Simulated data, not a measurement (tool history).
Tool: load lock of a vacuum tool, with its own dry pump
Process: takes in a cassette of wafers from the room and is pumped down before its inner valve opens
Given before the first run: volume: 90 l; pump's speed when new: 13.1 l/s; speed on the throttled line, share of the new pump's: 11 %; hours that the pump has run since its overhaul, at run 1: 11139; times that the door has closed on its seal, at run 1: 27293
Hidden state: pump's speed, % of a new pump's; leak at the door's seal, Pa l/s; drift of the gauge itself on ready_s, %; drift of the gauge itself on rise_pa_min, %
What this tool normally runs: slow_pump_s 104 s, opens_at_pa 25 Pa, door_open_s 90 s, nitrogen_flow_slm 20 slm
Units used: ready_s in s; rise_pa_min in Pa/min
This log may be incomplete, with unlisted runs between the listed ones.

| run | hour | slow_pump_s | opens_at_pa | door_open_s | nitrogen_flow_slm | hours that the pump has run since its overhaul | times that the door has closed on its seal | incoming humidity of the room's air, % | ready_s | rise_pa_min |
|---|---|---|---|---|---|---|---|---|---|---|
| 1 | 0 | 104 | 25 | 90 | 20 | 11139 | 27293 | 48.9 | 164.3 | 0.077 |
| 2 | 136.1 | 104 | 25 | 90 | 42 | 11275 | 27627 | 41.4 | 163.5 | 0.069 |
|  | 300.6 | dry pump taken out, an overhauled one fitted |
| 3 | 336.7 | 104 | 46 | 90 | 20 | 36 | 28104 | 44.8 | 145.5 | 0.078 |
| 4 | 504.1 | 104 | 46 | 90 | 20 | 203 | 28514 | 46.8 | 146.6 | 0.08 |
| 5 | 836.6 | 104 | 46 | 90 | 20 | 536 | 29329 | 46.4 | 145.9 | 0.08 |
| 6 | 1034.3 | 141 | 25 | 90 | 20 | 734 | 29813 | 48.3 | 181.3 | 0.083 |
| 7 | 1231.6 | 141 | 25 | 90 | 20 | 931 | 30296 | 45.6 | 185.4 | 0.08 |
| 8 | 1373.4 | 141 | 25 | 90 | 20 | 1073 | 30644 | 42.6 | 184.8 | 0.082 |
| 9 | 1617.3 | 54 | 25 | 90 | 20 | 1317 | 31242 | 46.8 | 106.6 | 0.083 |
| 10 | 1877 | 54 | 25 | 90 | 20 | 1576 | 31878 | 44.5 | 107.3 | 0.092 |
| 11 | 2031.3 | 104 | 25 | 29 | 20 | 1731 | 32256 | 45.1 | 149.6 | 0.084 |
| 12 | 2172 | 104 | 47 | 90 | 20 | 1871 | 32601 | 47.6 | 147.3 | 0.093 |
| 13 | 2373.2 | 100 | 47 | 90 | 20 | 2073 | 33094 | 46 | 144.7 | 0.095 |
| 14 | 2706.3 | 54 | 20 | 90 | 20 | 2406 | 33910 | 42.9 | 110.5 | 0.095 |
| 15 | 3040.6 | 152 | 27 | 36 | 7 | 2740 | 34729 | 43.8 | 193.8 | 0.097 |
| 16 | 3304.1 | 56 | 25 | 143 | 20 | 3003 | 35375 | 43.2 | 109.5 | 0.103 |
| 17 | 3595.1 | 56 | 25 | 143 | 20 | 3294 | 36088 | 42.2 | 111 | 0.106 |
| 18 | 3834.9 | 145 | 23 | 79 | 12 | 3534 | 36675 | 42.6 | 189.2 | 0.11 |
| 19 | 4107.6 | 59 | 26 | 163 | 12 | 3807 | 37343 | 46.4 | 113.4 | 0.124 |
| 20 | 4302.9 | 83 | 20 | 108 | 4 | 4002 | 37822 | 45.9 | 136.2 | 0.127 |
| 21 | 4480.1 | 69 | 20 | 108 | 16 | 4179 | 38256 | 43.2 | 124.4 | 0.111 |
| 22 | 4681.3 | 104 | 18 | 90 | 20 | 4381 | 38749 | 43.9 | 156.1 | 0.113 |
| 23 | 4860.4 | 104 | 18 | 90 | 20 | 4560 | 39188 | 43.6 | 155.8 | 0.117 |
| 24 | 5050.5 | 98 | 38 | 90 | 20 | 4750 | 39654 | 46.1 | 146.1 | 0.111 |
| 25 | 5322.1 | 98 | 38 | 32 | 20 | 5021 | 40319 | 49.4 | 146.1 | 0.113 |
| 26 | 5582.9 | 104 | 25 | 161 | 33 | 5282 | 40958 | 43.9 | 155.6 | 0.12 |

Alternative continuations, all from the tool just after run 26; predict every row:
| A | 5823.1 | 193 | 25 | 90 | 20 | 5522 | 41547 | 45.8 | ? | ? |
| B | 5823.1 | 104 | 32 | 90 | 20 | 5522 | 41547 | 46 | ? | ? |
| C | 5823.1 | 104 | 25 | 90 | 10 | 5522 | 41547 | 45.4 | ? | ? |
| D | 5823.1 | 120 | 26 | 161 | 33 | 5522 | 41547 | 46.4 | ? | ? |
| E | 5823.1 | 175 | 25 | 90 | 38 | 5522 | 41547 | 42.4 | ? | ? |

| run | ready_s | rise_pa_min |
|---|---|---|
| A | 232.2 | 0.126 |
| B | 153 | 0.125 |
| C | 154.2 | 0.134 |
| D | 169.1 | 0.128 |
| E | 217.1 | 0.115 |
Stripped of hidden state, with their random variation kept, the same runs would have yielded:
| run | ready_s | rise_pa_min |
|---|---|---|
| A | 227.9 | 0.027 |
| B | 147.7 | 0.026 |
| C | 148.7 | 0.034 |
| D | 163.8 | 0.029 |
| E | 212.5 | 0.015 |
